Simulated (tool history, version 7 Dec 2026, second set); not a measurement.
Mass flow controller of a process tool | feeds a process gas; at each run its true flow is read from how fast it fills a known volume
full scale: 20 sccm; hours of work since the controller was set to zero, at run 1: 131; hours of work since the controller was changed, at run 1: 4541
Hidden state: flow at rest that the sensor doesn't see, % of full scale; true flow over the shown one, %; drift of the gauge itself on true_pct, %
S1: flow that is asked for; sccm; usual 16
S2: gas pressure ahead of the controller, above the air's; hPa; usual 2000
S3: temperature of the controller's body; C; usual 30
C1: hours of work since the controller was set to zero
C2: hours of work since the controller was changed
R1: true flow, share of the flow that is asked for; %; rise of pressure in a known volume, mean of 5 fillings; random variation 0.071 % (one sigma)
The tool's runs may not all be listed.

| run | hour | S1 | S2 | S3 | C1 | C2 | R1 |
|---|---|---|---|---|---|---|---|
| 1 | 0 | 16 | 2000 | 30 | 131 | 4541 | 99.65 |
| 2 | 104.4 | 16 | 2000 | 30 | 188 | 4598 | 99.73 |
| 3 | 232.2 | 16 | 2000 | 30 | 258 | 4668 | 99.74 |
| 4 | 418.5 | 16 | 2000 | 30 | 359 | 4769 | 99.7 |
| 5 | 612.1 | 16 | 2000 | 30 | 465 | 4875 | 99.76 |
| 6 | 717.8 | 16 | 2000 | 30 | 522 | 4933 | 99.78 |
| 7 | 870.3 | 16 | 2000 | 30 | 605 | 5016 | 99.83 |
| 8 | 1098.6 | 16 | 2000 | 24 | 730 | 5140 | 99.38 |
| 9 | 1208.7 | 16 | 2060 | 24 | 790 | 5200 | 99.37 |
| 10 | 1410.4 | 16 | 2060 | 24 | 900 | 5310 | 99.1 |
| 11 | 1641.3 | 16 | 2000 | 30 | 1026 | 5436 | 99.88 |
| 12 | 1777.8 | 8 | 1660 | 24 | 1100 | 5510 | 98.06 |
| 13 | 1952.5 | 16 | 2180 | 32 | 1195 | 5605 | 99.99 |
| 14 | 2160.8 | 6 | 1550 | 21 | 1309 | 5719 | 97.47 |
| 15 | 2292.5 | 6 | 1550 | 21 | 1380 | 5790 | 97.55 |
| 16 | 2420 | 6 | 2000 | 29 | 1450 | 5860 | 98.25 |
| 17 | 2570.3 | 6 | 2000 | 29 | 1532 | 5942 | 98.25 |
| 18 | 2728.5 | 3 | 2180 | 23 | 1618 | 6028 | 97.38 |
| 19 | 2895.1 | 16 | 1760 | 30 | 1709 | 6119 | 99.74 |
| 20 | 2988.6 | 16 | 1760 | 30 | 1760 | 6170 | 99.67 |
| 21 | 3126.9 | 16 | 1760 | 30 | 1835 | 6245 | 99.75 |
| 22 | 3286.3 | 7 | 1610 | 21 | 1922 | 6332 | 97.72 |

3 ways to go on from here, each from the tool as it stands after run 22. What would each give?
| A | 3502.1 | 10 | 2360 | 24 | 2039 | 6449 | ? |
| B | 3502.1 | 16 | 1840 | 31 | 2039 | 6449 | ? |
| C | 3502.1 | 7 | 1610 | 24 | 2039 | 6449 | ? |

| run | R1 |
|---|---|
| A | 98.4 |
| B | 99.84 |
| C | 97.9 |
Without the tool's hidden state the same runs would have given:
| run | R1 |
|---|---|
| A | 98.41 |
| B | 99.86 |
| C | 97.92 |
